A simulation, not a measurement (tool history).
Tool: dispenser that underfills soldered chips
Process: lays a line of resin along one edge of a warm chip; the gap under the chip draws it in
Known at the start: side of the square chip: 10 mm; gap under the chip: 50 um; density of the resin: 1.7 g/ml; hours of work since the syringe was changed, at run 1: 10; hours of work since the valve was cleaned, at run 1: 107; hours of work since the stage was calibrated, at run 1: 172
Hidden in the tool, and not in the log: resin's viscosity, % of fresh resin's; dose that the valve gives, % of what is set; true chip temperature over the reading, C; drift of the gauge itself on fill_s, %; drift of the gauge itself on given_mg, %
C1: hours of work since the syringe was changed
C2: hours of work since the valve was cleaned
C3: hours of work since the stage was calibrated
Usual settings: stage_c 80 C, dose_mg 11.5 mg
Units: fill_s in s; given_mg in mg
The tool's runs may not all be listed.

Run 1, hour 0: usual settings; C1 10; C2 107; C3 172. Result: fill_s 162.1 s, given_mg 10.57 mg.
At hour 3.4: new syringe of resin.
Run 2, hour 10.7: usual settings but stage_c 83 C; C1 5; C2 114; C3 179. Result: fill_s 110.3 s, given_mg 10.56 mg.
Run 3, hour 16.9: usual settings but stage_c 83 C; C1 9; C2 118; C3 183. Result: fill_s 134.7 s, given_mg 10.54 mg.
At hour 21.4: new syringe of resin.
At hour 25.3: dispensing valve cleaned and set on the balance.
Run 4, hour 27.6: usual settings; C1 3; C2 2; C3 189. Result: fill_s 116.9 s, given_mg 11.4 mg.
Run 5, hour 33: usual settings but stage_c 67 C; C1 7; C2 5; C3 193. Result: fill_s 243.5 s, given_mg 11.46 mg.
At hour 40.2: new syringe of resin.
Run 6, hour 40.2: usual settings but stage_c 67 C; C1 0; C2 10; C3 197. Result: fill_s 173.7 s, given_mg 11.47 mg.
Run 7, hour 45.2: usual settings but stage_c 67 C; C1 3; C2 13; C3 201. Result: fill_s 204.4 s, given_mg 11.37 mg.
Run 8, hour 51.5: usual settings but stage_c 84 C; C1 8; C2 17; C3 205. Result: fill_s 118.9 s, given_mg 11.34 mg.
At hour 57.8: new syringe of resin.
Run 9, hour 60.3: usual settings but stage_c 84 C; C1 2; C2 23; C3 210. Result: fill_s 89.1 s, given_mg 11.4 mg.
Run 10, hour 67.2: usual settings; C1 6; C2 27; C3 215. Result: fill_s 131 s, given_mg 11.31 mg.
At hour 76.1: new syringe of resin.
Run 11, hour 77.7: usual settings; C1 1; C2 34; C3 222. Result: fill_s 102.5 s, given_mg 11.28 mg.
Run 12, hour 82.9: usual settings; C1 5; C2 38; C3 225. Result: fill_s 119.2 s, given_mg 11.2 mg.
At hour 94: new syringe of resin.
Run 13, hour 94.4: usual settings; C1 0; C2 45; C3 233. Result: fill_s 96.5 s, given_mg 11.18 mg.
Run 14, hour 105.9: usual settings; C1 8; C2 53; C3 240. Result: fill_s 140.5 s, given_mg 11.09 mg.
At hour 112.1: new syringe of resin.
Run 15, hour 113.1: usual settings but stage_c 67 C, dose_mg 13.9 mg; C1 1; C2 57; C3 245. Result: fill_s 171.6 s, given_mg 13.28 mg.
Run 16, hour 123: usual settings but stage_c 86 C, dose_mg 14.7 mg; C1 7; C2 64; C3 252. Result: fill_s 102.4 s, given_mg 14.05 mg.
At hour 130.2: new syringe of resin.
Run 17, hour 131.2: usual settings but stage_c 69 C, dose_mg 9.8 mg; C1 1; C2 69; C3 257. Result: fill_s 174.5 s, given_mg 9.31 mg.
Run 18, hour 139.6: usual settings but stage_c 82 C, dose_mg 10.4 mg; C1 6; C2 75; C3 262. Result: fill_s 125.7 s, given_mg 9.79 mg.
At hour 148: new syringe of resin.
Run 19, hour 149.7: usual settings but stage_c 86 C, dose_mg 13.2 mg; C1 1; C2 81; C3 269. Result: fill_s 78.1 s, given_mg 12.41 mg.
Run 20, hour 159.9: usual settings but stage_c 86 C, dose_mg 13.2 mg; C1 8; C2 88; C3 276. Result: fill_s 106.1 s, given_mg 12.34 mg.
At hour 165.8: new syringe of resin.
Run 21, hour 171.7: usual settings but stage_c 86 C, dose_mg 13.4 mg; C1 4; C2 96; C3 283. Result: fill_s 87.6 s, given_mg 12.51 mg.
Run 22, hour 182.2: usual settings but dose_mg 13.3 mg; C1 11; C2 103; C3 290. Result: fill_s 159 s, given_mg 12.28 mg.
At hour 183.9: new syringe of resin.
Run 23, hour 190: usual settings but stage_c 95 C, dose_mg 10.2 mg; C1 4; C2 108; C3 295. Result: fill_s 68.3 s, given_mg 9.4 mg.
Run 24, hour 196.6: usual settings but stage_c 95 C, dose_mg 10.2 mg; C1 8; C2 112; C3 300. Result: fill_s 83.3 s, given_mg 9.41 mg.
At hour 202: new syringe of resin.
Run 25, hour 203.6: usual settings but stage_c 72 C, dose_mg 13.6 mg; C1 1; C2 117; C3 304. Result: fill_s 138.4 s, given_mg 12.49 mg.
At hour 213.6: dispensing valve cleaned and set on the balance.
Run 26, hour 215.1: usual settings but stage_c 72 C, dose_mg 13.6 mg; C1 8; C2 1; C3 311. Result: fill_s 190.3 s, given_mg 13.46 mg.

How the hidden state differs across the entries between the runs, from the last listed run before each to the first after it:
Between runs 1 and 2: new syringe of resin (hour 3.4)
  resin's viscosity, % of fresh resin's: 159.7 -> 126; dose that the valve gives, % of what is set: 92 -> 91.5; true chip temperature over the reading, C: 1.35 -> 1.4
  measured less the result without the state, fill_s: +57.1 -> +19.9 s; given_mg: -0.92 -> -0.98 mg
Between runs 3 and 4: new syringe of resin (hour 21.4); dispensing valve cleaned and set on the balance (hour 25.3)
  resin's viscosity, % of fresh resin's: 153 -> 119.4; dose that the valve gives, % of what is set: 91.2 -> 99.75; true chip temperature over the reading, C: 1.43 -> 1.46
  measured less the result without the state, fill_s: +43.8 -> +12.8 s; given_mg: -1.02 -> -0.03 mg
Between runs 5 and 6: new syringe of resin (hour 40.2)
  resin's viscosity, % of fresh resin's: 141.7 -> 101.3; dose that the valve gives, % of what is set: 99.49 -> 99.17; true chip temperature over the reading, C: 1.49 -> 1.52
  measured less the result without the state, fill_s: +59.7 -> -9.9 s; given_mg: -0.06 -> -0.09 mg
Between runs 8 and 9: new syringe of resin (hour 57.8)
  resin's viscosity, % of fresh resin's: 144 -> 107.8; dose that the valve gives, % of what is set: 98.66 -> 98.27; true chip temperature over the reading, C: 1.56 -> 1.6
  measured less the result without the state, fill_s: +31.1 -> +1.1 s; given_mg: -0.15 -> -0.2 mg
Between runs 10 and 11: new syringe of resin (hour 76.1)
  resin's viscosity, % of fresh resin's: 133.8 -> 105.6; dose that the valve gives, % of what is set: 97.92 -> 97.48; true chip temperature over the reading, C: 1.63 -> 1.67
  measured less the result without the state, fill_s: +26.7 -> -1.1 s; given_mg: -0.24 -> -0.29 mg
Between runs 12 and 13: new syringe of resin (hour 94)
  resin's viscosity, % of fresh resin's: 124.1 -> 101.2; dose that the valve gives, % of what is set: 97.21 -> 96.65; true chip temperature over the reading, C: 1.69 -> 1.73
  measured less the result without the state, fill_s: +16.7 -> -5.2 s; given_mg: -0.33 -> -0.39 mg
Between runs 14 and 15: new syringe of resin (hour 112.1)
  resin's viscosity, % of fresh resin's: 144.8 -> 104.9; dose that the valve gives, % of what is set: 96.07 -> 95.74; true chip temperature over the reading, C: 1.78 -> 1.81
  measured less the result without the state, fill_s: +37 -> -5.4 s; given_mg: -0.45 -> -0.59 mg
Between runs 16 and 17: new syringe of resin (hour 130.2)
  resin's viscosity, % of fresh resin's: 143.2 -> 103.2; dose that the valve gives, % of what is set: 95.26 -> 94.87; true chip temperature over the reading, C: 1.85 -> 1.89
  measured less the result without the state, fill_s: +25.5 -> -5.1 s; given_mg: -0.7 -> -0.51 mg
Between runs 18 and 19: new syringe of resin (hour 148)
  resin's viscosity, % of fresh resin's: 134 -> 106.6; dose that the valve gives, % of what is set: 94.5 -> 94; true chip temperature over the reading, C: 1.92 -> 1.96
  measured less the result without the state, fill_s: +26.4 -> -0.6 s; given_mg: -0.57 -> -0.79 mg
Between runs 20 and 21: new syringe of resin (hour 165.8)
  resin's viscosity, % of fresh resin's: 146.5 -> 120.2; dose that the valve gives, % of what is set: 93.5 -> 92.89; true chip temperature over the reading, C: 2 -> 2.05
  measured less the result without the state, fill_s: +28.3 -> +9.1 s; given_mg: -0.86 -> -0.95 mg
Between runs 22 and 23: new syringe of resin (hour 183.9)
  resin's viscosity, % of fresh resin's: 166.9 -> 122.9; dose that the valve gives, % of what is set: 92.38 -> 92.02; true chip temperature over the reading, C: 2.09 -> 2.12
  measured less the result without the state, fill_s: +56.2 -> +10.1 s; given_mg: -1.01 -> -0.81 mg
Between runs 24 and 25: new syringe of resin (hour 202)
  resin's viscosity, % of fresh resin's: 150.8 -> 105.1; dose that the valve gives, % of what is set: 91.69 -> 91.35; true chip temperature over the reading, C: 2.14 -> 2.17
  measured less the result without the state, fill_s: +25.5 -> -4.9 s; given_mg: -0.85 -> -1.17 mg
Between runs 25 and 26: dispensing valve cleaned and set on the balance (hour 213.6)
  resin's viscosity, % of fresh resin's: 105.1 -> 145.9; dose that the valve gives, % of what is set: 91.35 -> 99.86; true chip temperature over the reading, C: 2.17 -> 2.22
  measured less the result without the state, fill_s: -4.9 -> +46.1 s; given_mg: -1.17 -> -0.02 mg
